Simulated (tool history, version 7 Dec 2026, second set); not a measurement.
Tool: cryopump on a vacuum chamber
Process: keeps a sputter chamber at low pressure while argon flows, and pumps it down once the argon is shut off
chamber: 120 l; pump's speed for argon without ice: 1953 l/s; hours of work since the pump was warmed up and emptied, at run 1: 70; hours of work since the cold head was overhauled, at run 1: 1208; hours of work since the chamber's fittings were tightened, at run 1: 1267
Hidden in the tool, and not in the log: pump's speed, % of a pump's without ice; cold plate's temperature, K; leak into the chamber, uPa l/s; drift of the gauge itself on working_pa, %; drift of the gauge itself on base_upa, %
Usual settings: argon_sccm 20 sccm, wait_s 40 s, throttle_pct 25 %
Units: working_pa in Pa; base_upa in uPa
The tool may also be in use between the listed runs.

run    hour  argon_sccm  wait_s  throttle_pct  hours of work since the pump was warmed up and emptied  hours of work since the cold head was overhauled  hours of work since the chamber's fittings were tightened  working_pa  base_upa
  1     0.0          20      40            25                                                      70                                              1208                                                       1267      0.0703      1.16
  2    49.4          20     114            25                                                      95                                              1233                                                       1292      0.0707      0.84
  3    93.3          20     114            25                                                     117                                              1255                                                       1314      0.0716      0.84
  4   131.6          20     114            25                                                     137                                              1275                                                       1334      0.0709      0.93
  5   213.8          20     114            35                                                     179                                              1317                                                       1376      0.0517      0.96
  6   265.4          20      50            25                                                     205                                              1343                                                       1402      0.0722      1.19
  7   312.2          20      50            25                                                     229                                              1367                                                       1426      0.0728      1.20
  8   388.7          20      50            25                                                     268                                              1406                                                       1465      0.0731      1.27
  9   424.5          20      40            25                                                     286                                              1424                                                       1483      0.0737      1.36
 10   478.0          20      40            16                                                     313                                              1451                                                       1510      0.1132      1.38
 11   523.2          20     171            25                                                     336                                              1474                                                       1533      0.0751      1.04
 12   575.3          20     171            25                                                     363                                              1501                                                       1560      0.0754      1.07
 13   643.2          20     171            25                                                     397                                              1535                                                       1594      0.0753      1.11
 14   694.2          20     171            25                                                     423                                              1561                                                       1620      0.0770      1.13
 15   732.4          20     171            25                                                     443                                              1581                                                       1640      0.0772      1.17
 16   818.0          20     171            25                                                     486                                              1624                                                       1684      0.0782      1.25
 17   885.4          20     171            25                                                     521                                              1659                                                       1718      0.0778      1.39
      897.6  -- pump warmed up, emptied and cooled again
 18   937.5          20     171            25                                                      20                                              1683                                                       1742      0.0695      0.90
 19   982.4          14      61            21                                                      43                                              1706                                                       1765      0.0572      1.08
 20  1048.1          13     109            37                                                      77                                              1739                                                       1798      0.0311      1.03
 21  1122.1          14      31            39                                                     114                                              1777                                                       1836      0.0322      1.52
 22  1182.9          13      40            21                                                     145                                              1808                                                       1867      0.0541      1.45
 23  1257.0          20     164            18                                                     183                                              1846                                                       1905      0.0981      1.12
 24  1318.5          18      21            15                                                     214                                              1877                                                       1936      0.1064      1.93
 25  1371.3          38      72            15                                                     241                                              1904                                                       1963      0.2261      1.36
 26  1433.7          14     267            50                                                     273                                              1936                                                       1995      0.0265      1.19
 27  1483.6          24      36            25                                                     299                                              1961                                                       2020      0.0889      1.71
 28  1520.7          20      40            36                                                     317                                              1980                                                       2039      0.0526      1.57
 29  1590.0          20      40            36                                                     353                                              2015                                                       2074      0.0541      1.64
 30  1632.5          38      40            18                                                     374                                              2037                                                       2096      0.1942      1.72
 31  1670.4          38      40            23                                                     394                                              2056                                                       2115      0.1556      1.73
 32  1733.8          24      81            18                                                     426                                              2088                                                       2148      0.1241      1.56
 33  1813.1          24      25            36                                                     466                                              2129                                                       2188      0.0682      2.16
 34  1869.5          20     111            53                                                     495                                              2158                                                       2217      0.0420      1.60
 35  1905.1          12      40            25                                                     513                                              2176                                                       2235      0.0477      1.89

Hidden state or all else? Some run-to-run changes of working_pa, split into what the settings, what came in and random variation would give without the hidden state, and what is left for the hidden state (with any gauge scatter that isn't in both results):
Run 17 -> 18: pump warmed up, emptied and cooled again. working_pa -0.0083 Pa: hidden state -0.0091, all else +0.0008.
Run 24 -> 25: argon_sccm 18 -> 38, wait_s 21 -> 72. working_pa +0.1197 Pa: hidden state +0.0042, all else +0.1155.
Run 25 -> 26: argon_sccm 38 -> 14, wait_s 72 -> 267, throttle_pct 15 -> 50. working_pa -0.1996 Pa: hidden state -0.0040, all else -0.1956.
Run 29 -> 30: argon_sccm 20 -> 38, throttle_pct 36 -> 18. working_pa +0.1401 Pa: hidden state +0.0061, all else +0.1340.
